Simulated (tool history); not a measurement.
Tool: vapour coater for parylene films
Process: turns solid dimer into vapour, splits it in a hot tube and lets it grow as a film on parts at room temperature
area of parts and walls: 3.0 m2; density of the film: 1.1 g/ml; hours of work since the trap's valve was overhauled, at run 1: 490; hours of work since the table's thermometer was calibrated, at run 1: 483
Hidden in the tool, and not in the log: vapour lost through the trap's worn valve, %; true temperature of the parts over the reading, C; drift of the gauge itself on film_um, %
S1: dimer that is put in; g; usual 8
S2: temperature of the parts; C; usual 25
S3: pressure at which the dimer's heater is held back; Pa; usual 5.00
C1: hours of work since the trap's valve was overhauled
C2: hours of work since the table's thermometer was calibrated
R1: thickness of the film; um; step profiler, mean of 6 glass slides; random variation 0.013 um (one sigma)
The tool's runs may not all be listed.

run	hour	S1	S2	S3	C1	C2	R1
1	0.0	8	25	5.00	490	483	1.27
2	38.7	8	25	2.92	510	503	1.43
3	64.1	8	25	2.92	523	516	1.46
4	96.4	8	25	5.00	540	533	1.28
5	116.8	8	25	5.00	550	544	1.26
6	140.2	8	20	5.00	562	556	1.43
7	186.3	8	20	5.00	586	580	1.42
8	227.2	8	20	5.00	607	601	1.43
9	269.0	8	20	5.00	629	623	1.40
10	312.8	8	25	7.34	652	645	1.17
11	337.4	8	25	5.00	664	658	1.27
# hour 352.1: trap's valve overhauled
12	367.7	4	25	5.00	8	672	0.69
13	412.8	4	25	5.00	31	695	0.69
14	434.1	4	25	3.49	42	706	0.72
15	456.5	4	25	3.49	54	717	0.73
16	496.2	8	25	5.00	75	738	1.36
17	530.2	8	25	5.00	92	756	1.36
18	574.0	8	25	5.00	115	778	1.34
19	596.4	8	25	5.00	126	790	1.36
20	639.3	8	25	5.00	149	812	1.35
21	679.0	8	25	5.00	169	833	1.32
22	705.2	8	25	5.00	183	846	1.34
23	732.0	8	25	5.00	197	860	1.31
24	753.2	8	25	5.00	208	871	1.31
25	774.7	8	25	5.00	219	882	1.35
26	815.5	8	25	5.00	240	903	1.32
27	860.7	8	25	5.00	263	927	1.31
28	902.2	8	22	5.00	285	948	1.40
29	933.2	8	22	5.00	301	964	1.44
30	961.1	12	33	9.37	315	979	1.45
31	1005.5	12	33	9.37	338	1001	1.43
32	1031.3	12	33	9.37	351	1015	1.46
33	1055.3	4	17	5.00	364	1027	0.76
34	1079.0	4	17	5.00	376	1040	0.78
35	1103.8	4	17	5.00	389	1052	0.79
36	1130.4	9	25	3.97	403	1066	1.54
37	1168.6	6	24	3.97	422	1086	1.04
38	1200.8	8	30	5.00	439	1103	1.17
39	1236.6	8	29	5.41	458	1121	1.16
40	1269.6	8	18	7.49	475	1138	1.39
41	1310.5	8	18	7.49	496	1159	1.39
42	1342.2	8	18	3.12	512	1176	1.62
43	1377.0	5	25	6.21	530	1194	0.78
44	1413.8	5	25	6.21	549	1213	0.79
45	1455.3	5	25	6.21	571	1234	0.75
46	1482.3	5	25	6.21	585	1248	0.76

Forecast each of these 4 alternatives for the next run:
A	1502.4	5	25	6.21	595	1259	?
B	1502.4	5	31	2.13	595	1259	?
C	1502.4	4	25	4.86	595	1259	?
D	1502.4	8	24	5.00	595	1259	?

run	R1
A	0.75
B	0.82
C	0.63
D	1.30
Without the tool's hidden state the same runs would have given:
run	R1
A	0.79
B	0.87
C	0.67
D	1.36
